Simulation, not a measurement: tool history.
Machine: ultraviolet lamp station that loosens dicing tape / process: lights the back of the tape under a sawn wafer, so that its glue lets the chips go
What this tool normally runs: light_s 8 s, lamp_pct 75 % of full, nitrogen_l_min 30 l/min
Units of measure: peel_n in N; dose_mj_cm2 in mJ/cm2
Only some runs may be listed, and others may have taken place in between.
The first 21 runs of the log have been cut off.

Run 22, hour 790.5: usual settings but light_s 4 s, lamp_pct 96 % of full, nitrogen_l_min 17 l/min. Result: peel_n 1.905 N, dose_mj_cm2 348 mJ/cm2.
Run 23, hour 832.3: usual settings but light_s 6 s, lamp_pct 88 % of full, nitrogen_l_min 21 l/min. Result: peel_n 1.173 N, dose_mj_cm2 482 mJ/cm2.
Run 24, hour 864.1: usual settings but light_s 12 s, lamp_pct 69 % of full, nitrogen_l_min 23 l/min. Result: peel_n 0.542 N, dose_mj_cm2 748 mJ/cm2.
At hour 900.6: lamp changed.
Run 25, hour 915.8: usual settings but light_s 12 s, nitrogen_l_min 50 l/min. Result: peel_n 0.276 N, dose_mj_cm2 815 mJ/cm2.
Run 26, hour 945.7: usual settings but light_s 12 s, nitrogen_l_min 50 l/min. Result: peel_n 0.285 N, dose_mj_cm2 822 mJ/cm2.
Run 27, hour 968.2: usual settings but light_s 12 s, nitrogen_l_min 50 l/min. Result: peel_n 0.277 N, dose_mj_cm2 822 mJ/cm2.
Run 28, hour 1019.2: usual settings but light_s 9 s, nitrogen_l_min 14 l/min. Result: peel_n 1.104 N, dose_mj_cm2 613 mJ/cm2.
Run 29, hour 1055.1: usual settings but light_s 4 s, lamp_pct 95 % of full, nitrogen_l_min 32 l/min. Result: peel_n 1.424 N, dose_mj_cm2 345 mJ/cm2.
At hour 1072.3: window cleaned of glue's vapour.
Run 30, hour 1080.2: usual settings but light_s 13 s, lamp_pct 70 % of full, nitrogen_l_min 26 l/min. Result: peel_n 0.416 N, dose_mj_cm2 834 mJ/cm2.
Run 31, hour 1132.9: usual settings but light_s 13 s, lamp_pct 70 % of full, nitrogen_l_min 26 l/min. Result: peel_n 0.404 N, dose_mj_cm2 834 mJ/cm2.
Run 32, hour 1176.2: usual settings but light_s 13 s, lamp_pct 70 % of full, nitrogen_l_min 26 l/min. Result: peel_n 0.405 N, dose_mj_cm2 827 mJ/cm2.
Run 33, hour 1208.3: usual settings but light_s 6 s, lamp_pct 72 % of full, nitrogen_l_min 14 l/min. Result: peel_n 1.820 N, dose_mj_cm2 394 mJ/cm2.

Forecast each of these 4 alternatives for the next run:
Run A, hour 1246.1: usual settings but light_s 13 s, lamp_pct 70 % of full, nitrogen_l_min 21 l/min. Result: peel_n ?, dose_mj_cm2 ?.
Run B, hour 1246.1: usual settings but light_s 6 s. Result: peel_n ?, dose_mj_cm2 ?.
Run C, hour 1246.1: usual settings but light_s 6 s, lamp_pct 72 % of full, nitrogen_l_min 14 l/min. Result: peel_n ?, dose_mj_cm2 ?.
Run D, hour 1246.1: usual settings but light_s 6 s, lamp_pct 72 % of full, nitrogen_l_min 45 l/min. Result: peel_n ?, dose_mj_cm2 ?.

run  peel_n  dose_mj_cm2
  A   0.477          833
  B   1.187          411
  C   1.853          389
  D   0.966          392
What these runs would have given with no unlogged condition in the tool:
run  peel_n  dose_mj_cm2
  A   0.476          834
  B   1.184          412
  C   1.850          390
  D   0.963          392
